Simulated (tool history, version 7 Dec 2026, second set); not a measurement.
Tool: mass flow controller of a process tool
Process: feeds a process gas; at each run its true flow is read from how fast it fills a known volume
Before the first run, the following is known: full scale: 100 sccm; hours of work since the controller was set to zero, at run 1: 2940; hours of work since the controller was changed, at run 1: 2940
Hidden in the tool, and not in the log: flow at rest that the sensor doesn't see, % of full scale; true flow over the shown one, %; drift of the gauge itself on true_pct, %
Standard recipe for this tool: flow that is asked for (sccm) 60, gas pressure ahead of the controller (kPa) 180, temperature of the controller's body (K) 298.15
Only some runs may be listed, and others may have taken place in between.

run,hour,flow that is asked for (sccm),gas pressure ahead of the controller (kPa),temperature of the controller's body (K),hours of work since the controller was set to zero,hours of work since the controller was changed,true flow (%)
1,0.0,60,180,298.15,2940,2940,96.79
2,212.6,60,264,298.15,3101,3101,96.92
3,472.5,60,180,298.15,3298,3298,96.59
4,866.2,60,180,298.15,3597,3597,96.35
5,1143.3,60,180,310.15,3808,3808,94.85
# hour 1464.7: controller's zero set anew
6,1470.1,60,249,298.15,4,4055,98.61
7,1839.3,60,180,298.15,284,4336,98.13
8,2047.9,60,180,294.15,443,4494,98.49
9,2288.2,76,180,298.15,625,4677,98.50
10,2603.7,14,180,298.15,865,4916,94.61
11,2995.7,60,180,298.15,1162,5214,97.55
12,3322.4,43,180,298.15,1410,5462,96.52
13,3628.5,60,180,298.15,1643,5694,97.33
14,4019.0,60,180,298.15,1939,5991,96.89
15,4303.6,60,180,298.15,2155,6207,97.00
16,4706.7,60,180,298.15,2461,6513,96.60
17,5020.5,60,180,298.15,2700,6751,96.44
18,5294.6,60,180,298.15,2908,6959,96.38
19,5596.8,60,180,298.15,3137,7189,96.17
20,5780.1,18,180,298.15,3276,7328,90.22
21,6059.0,33,237,300.15,3488,7540,93.36
22,6360.8,33,237,300.15,3717,7769,93.20
23,6725.2,60,170,302.15,3994,8045,95.05
# hour 6773.0: controller's zero set anew
24,6964.2,60,170,302.15,145,8227,97.22
25,7321.3,66,230,308.15,416,8498,96.84
26,7520.6,75,210,294.15,568,8649,98.61
27,7687.4,77,145,304.15,694,8776,97.14
28,8034.0,36,202,299.15,957,9039,95.97
29,8269.3,62,180,310.15,1136,9217,95.66
30,8514.7,37,180,309.15,1322,9404,94.49
31,8786.2,31,180,301.15,1529,9610,94.66
32,9073.7,19,164,303.15,1747,9828,92.39
33,9397.6,44,216,296.15,1993,10074,95.82
34,9669.6,44,216,296.15,2199,10281,95.69
35,10032.5,60,255,312.15,2475,10556,94.77
36,10251.7,62,180,298.15,2641,10723,96.09

What will run 37 give?
37,10623.9,60,180,299.15,2924,11005,?

Run 37 came out at true flow (%) 95.84.
With the hidden condition absent and the run-to-run variation left alone, this run would have shown true flow (%) 98.68.

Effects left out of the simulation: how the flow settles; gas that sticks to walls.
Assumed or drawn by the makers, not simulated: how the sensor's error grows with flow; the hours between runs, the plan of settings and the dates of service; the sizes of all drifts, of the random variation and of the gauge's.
